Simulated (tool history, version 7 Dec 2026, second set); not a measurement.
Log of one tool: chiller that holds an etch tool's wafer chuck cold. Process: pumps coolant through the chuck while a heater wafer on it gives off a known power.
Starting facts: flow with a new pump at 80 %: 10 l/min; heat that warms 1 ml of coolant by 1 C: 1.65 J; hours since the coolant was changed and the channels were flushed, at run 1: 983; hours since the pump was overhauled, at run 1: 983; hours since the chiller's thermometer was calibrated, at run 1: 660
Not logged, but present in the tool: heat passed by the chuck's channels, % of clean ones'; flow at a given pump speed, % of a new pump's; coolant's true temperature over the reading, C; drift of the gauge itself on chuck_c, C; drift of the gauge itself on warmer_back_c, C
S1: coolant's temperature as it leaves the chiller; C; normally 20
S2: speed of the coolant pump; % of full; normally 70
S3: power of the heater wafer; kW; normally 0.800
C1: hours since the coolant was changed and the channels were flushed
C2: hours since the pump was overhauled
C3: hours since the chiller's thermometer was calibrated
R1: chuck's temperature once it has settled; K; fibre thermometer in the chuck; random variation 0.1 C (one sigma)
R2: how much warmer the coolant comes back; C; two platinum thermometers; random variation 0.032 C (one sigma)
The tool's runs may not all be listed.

Run 1, hour 0.0: usual settings; C1 983; C2 983; C3 660. Result: R1 301.85 K, R2 3.42 C.
Run 2, hour 102.1: usual settings but S3 0.649 kW; C1 1085; C2 1085; C3 762. Result: R1 300.15 K, R2 2.78 C.
Run 3, hour 216.0: usual settings but S3 0.649 kW; C1 1199; C2 1199; C3 876. Result: R1 300.35 K, R2 2.76 C.
Run 4, hour 321.5: usual settings but S2 87 % of full; C1 1305; C2 1305; C3 981. Result: R1 300.55 K, R2 2.77 C.
Run 5, hour 430.5: usual settings but S1 22 C, S2 87 % of full; C1 1414; C2 1414; C3 1090. Result: R1 302.75 K, R2 2.79 C.
Run 6, hour 540.1: usual settings but S1 22 C, S2 87 % of full; C1 1523; C2 1523; C3 1200. Result: R1 302.65 K, R2 2.79 C.
Run 7, hour 644.1: usual settings; C1 1627; C2 1627; C3 1304. Result: R1 301.95 K, R2 3.57 C.
Run 8, hour 763.7: usual settings; C1 1747; C2 1747; C3 1423. Result: R1 301.95 K, R2 3.51 C.
Run 9, hour 828.1: usual settings but S2 80 % of full; C1 1811; C2 1811; C3 1488. Result: R1 301.35 K, R2 3.09 C.
Run 10, hour 914.6: usual settings but S1 18 C; C1 1898; C2 1898; C3 1574. Result: R1 300.05 K, R2 3.52 C.
Run 11, hour 999.9: usual settings but S1 18 C; C1 1983; C2 1983; C3 1659. Result: R1 300.15 K, R2 3.51 C.
Run 12, hour 1054.1: usual settings but S1 18 C; C1 2037; C2 2037; C3 1714. Result: R1 300.15 K, R2 3.50 C.
Run 13, hour 1107.5: usual settings but S1 18 C, S2 61 % of full; C1 2091; C2 2091; C3 1767. Result: R1 300.95 K, R2 4.14 C.
Run 14, hour 1228.5: usual settings but S1 18 C, S2 61 % of full; C1 2212; C2 2212; C3 1888. Result: R1 301.15 K, R2 4.09 C.
Run 15, hour 1331.6: usual settings but S1 18 C, S2 61 % of full; C1 2315; C2 2315; C3 1991. Result: R1 301.25 K, R2 4.12 C.
Run 16, hour 1398.6: usual settings but S1 21 C; C1 2382; C2 2382; C3 2058. Result: R1 303.45 K, R2 3.54 C.
Run 17, hour 1487.3: usual settings but S1 16 C, S2 60 % of full, S3 0.406 kW; C1 2471; C2 2471; C3 2147. Result: R1 294.05 K, R2 2.12 C.
Run 18, hour 1570.2: usual settings but S1 16 C, S2 71 % of full, S3 0.464 kW; C1 2553; C2 2553; C3 2230. Result: R1 294.15 K, R2 2.14 C.
Run 19, hour 1666.5: usual settings but S2 66 % of full; C1 2650; C2 2650; C3 2326. Result: R1 302.85 K, R2 3.82 C.
Run 20, hour 1774.4: usual settings but S2 66 % of full; C1 2758; C2 2758; C3 2434. Result: R1 302.85 K, R2 3.88 C.
Run 21, hour 1842.6: usual settings but S2 66 % of full; C1 2826; C2 2826; C3 2502. Result: R1 302.55 K, R2 3.87 C.
Run 22, hour 1929.2: usual settings but S2 66 % of full; C1 2913; C2 2913; C3 2589. Result: R1 302.75 K, R2 3.86 C.
Run 23, hour 2028.6: usual settings but S1 12 C, S2 73 % of full, S3 0.799 kW; C1 3012; C2 3012; C3 2688. Result: R1 294.15 K, R2 3.53 C.
Run 24, hour 2141.8: usual settings but S1 13 C, S3 0.709 kW; C1 3125; C2 3125; C3 2801. Result: R1 294.35 K, R2 3.25 C.
Run 25, hour 2194.6: usual settings but S1 13 C, S3 0.709 kW; C1 3178; C2 3178; C3 2854. Result: R1 294.55 K, R2 3.31 C.
Run 26, hour 2311.6: usual settings but S2 86 % of full; C1 3295; C2 3295; C3 2971. Result: R1 301.35 K, R2 2.97 C.
Run 27, hour 2427.7: usual settings but S1 17 C, S2 62 % of full, S3 0.825 kW; C1 3411; C2 3411; C3 3087. Result: R1 300.75 K, R2 4.41 C.
Run 28, hour 2541.4: usual settings but S1 19 C; C1 3525; C2 3525; C3 3201. Result: R1 301.75 K, R2 3.73 C.
Run 29, hour 2604.7: usual settings but S1 14 C, S3 0.992 kW; C1 3588; C2 3588; C3 3264. Result: R1 299.25 K, R2 4.68 C.
Run 30, hour 2654.3: usual settings but S1 25 C, S3 0.422 kW; C1 3638; C2 3638; C3 3314. Result: R1 303.05 K, R2 2.05 C.
Run 31, hour 2715.6: usual settings but S1 25 C, S3 0.422 kW; C1 3699; C2 3699; C3 3375. Result: R1 302.85 K, R2 2.01 C.

Forecast each of these 5 alternatives for the next run:
Run A, hour 2823.7: usual settings but S2 100 % of full, S3 0.820 kW; C1 3807; C2 3807; C3 3483. Result: R1 ?, R2 ?.
Run B, hour 2823.7: usual settings but S1 25 C, S3 1.174 kW; C1 3807; C2 3807; C3 3483. Result: R1 ?, R2 ?.
Run C, hour 2823.7: usual settings but S1 13 C, S3 0.422 kW; C1 3807; C2 3807; C3 3483. Result: R1 ?, R2 ?.
Run D, hour 2823.7: usual settings but S1 10 C, S2 81 % of full, S3 0.605 kW; C1 3807; C2 3807; C3 3483. Result: R1 ?, R2 ?.
Run E, hour 2823.7: usual settings but S1 15 C, S2 84 % of full, S3 0.715 kW; C1 3807; C2 3807; C3 3483. Result: R1 ?, R2 ?.

run      R1    R2
  A  300.55  2.66
  B  312.45  5.58
  C  290.85  1.99
  D  289.35  2.47
  E  295.75  2.75
What these runs would have given with no unlogged condition in the tool:
run      R1    R2
  A  299.65  2.35
  B  310.35  4.93
  C  290.55  1.76
  D  288.75  2.18
  E  294.85  2.43

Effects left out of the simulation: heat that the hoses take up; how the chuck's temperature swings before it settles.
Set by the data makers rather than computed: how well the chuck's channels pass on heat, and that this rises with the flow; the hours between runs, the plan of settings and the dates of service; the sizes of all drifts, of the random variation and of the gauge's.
